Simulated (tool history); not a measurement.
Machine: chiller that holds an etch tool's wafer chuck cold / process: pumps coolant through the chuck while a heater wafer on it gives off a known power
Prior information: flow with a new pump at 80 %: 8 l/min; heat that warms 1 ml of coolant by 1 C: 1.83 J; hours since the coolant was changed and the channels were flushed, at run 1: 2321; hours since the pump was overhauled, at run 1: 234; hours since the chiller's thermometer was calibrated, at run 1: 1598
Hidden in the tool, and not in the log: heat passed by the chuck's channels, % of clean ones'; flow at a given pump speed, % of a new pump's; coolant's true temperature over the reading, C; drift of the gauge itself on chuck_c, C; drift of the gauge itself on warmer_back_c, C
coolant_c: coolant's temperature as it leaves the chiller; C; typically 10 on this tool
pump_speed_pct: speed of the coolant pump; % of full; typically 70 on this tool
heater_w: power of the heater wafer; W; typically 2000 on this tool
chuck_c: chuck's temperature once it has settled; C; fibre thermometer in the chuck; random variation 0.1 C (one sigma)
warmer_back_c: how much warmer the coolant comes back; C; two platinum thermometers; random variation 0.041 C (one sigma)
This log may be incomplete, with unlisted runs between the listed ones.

run   hour  coolant_c  pump_speed_pct  heater_w  hours since the coolant was changed and the channels were flushed  hours since the pump was overhauled  hours since the chiller's thermometer was calibrated  chuck_c  warmer_back_c
  1      0         10              70      2000                                                               2321                                  234                                                  1598     30.7           9.39
  2   27.4         10              70      2000                                                               2348                                  261                                                  1625     30.7           9.36
  3   56.4         10              70      2000                                                               2377                                  290                                                  1654     30.4           9.36
  4   82.3         10              70      2000                                                               2403                                  316                                                  1680     30.6            9.4
  5  103.1         10              70      2000                                                               2424                                  337                                                  1701     30.6           9.37
  6  140.2         10              70      2000                                                               2461                                  374                                                  1738     30.7           9.35
  7  182.2         10              70      2000                                                               2503                                  416                                                  1780     30.9           9.43
  8  216.8         10              70      2000                                                               2538                                  450                                                  1814     30.9           9.43
  9  238.8         15              70      2000                                                               2560                                  472                                                  1836       36           9.39
 10  262.9         12              70      2000                                                               2584                                  497                                                  1861       33           9.44
     271.6  -- coolant pump overhauled
 11    292         10              70      2000                                                               2608                                   20                                                  1885     31.1           9.42
 12  337.7         10              63      2000                                                               2654                                   66                                                  1930     33.4          10.51
 13  373.2         10              63      2000                                                               2689                                  102                                                  1966     33.3          10.49
 14  415.3         10              70      1086                                                               2731                                  144                                                  2008     21.7           5.14
 15  435.6          6              96      1624                                                               2752                                  164                                                  2028       19           5.59
 16  470.5         17              95      1441                                                               2787                                  199                                                  2063     28.7           5.02
 17  507.1         17              95      1441                                                               2823                                  235                                                  2100     28.9           5.02
     536.6  -- coolant pump overhauled, once more
 18  548.7         10              80      2182                                                               2860                                   12                                                  2136     30.5           8.96
 19  569.3         10              80      2182                                                               2880                                   33                                                  2157     30.5           8.93
 20  605.2         14              80      1237                                                               2916                                   69                                                  2193     25.8           5.05
     642.2  -- chiller's thermometer calibrated
 21  654.7         18              76      1315                                                               2965                                  117                                                    12     30.8            5.7
 22  682.2         18              76      1315                                                               2992                                  145                                                    40     30.9           5.66
 23  710.6         18              76      1315                                                               3021                                  173                                                    68     30.7           5.63
 24  735.1         18              76      1315                                                               3045                                  198                                                    93     30.7           5.73
 25  775.1         18              76      1315                                                               3085                                  238                                                   133     30.8           5.71

Branching from run 25: 4 alternative next runs. What would each branch give?
  A  821.2          4              65      1315                                                               3131                                  284                                                   179        ?              ?
  B  821.2          2              99      2174                                                               3131                                  284                                                   179        ?              ?
  C  821.2         20              76      1315                                                               3131                                  284                                                   179        ?              ?
  D  821.2          9              72      2400                                                               3131                                  284                                                   179        ?              ?

run  chuck_c  warmer_back_c
  A     19.1           6.58
  B     18.9            7.2
  C     33.1           5.65
  D       34           10.9
With no hidden state in the tool, these same runs would have given:
run  chuck_c  warmer_back_c
  A     16.9           6.57
  B     16.4            7.2
  C     31.1           5.65
  D     30.3          10.89

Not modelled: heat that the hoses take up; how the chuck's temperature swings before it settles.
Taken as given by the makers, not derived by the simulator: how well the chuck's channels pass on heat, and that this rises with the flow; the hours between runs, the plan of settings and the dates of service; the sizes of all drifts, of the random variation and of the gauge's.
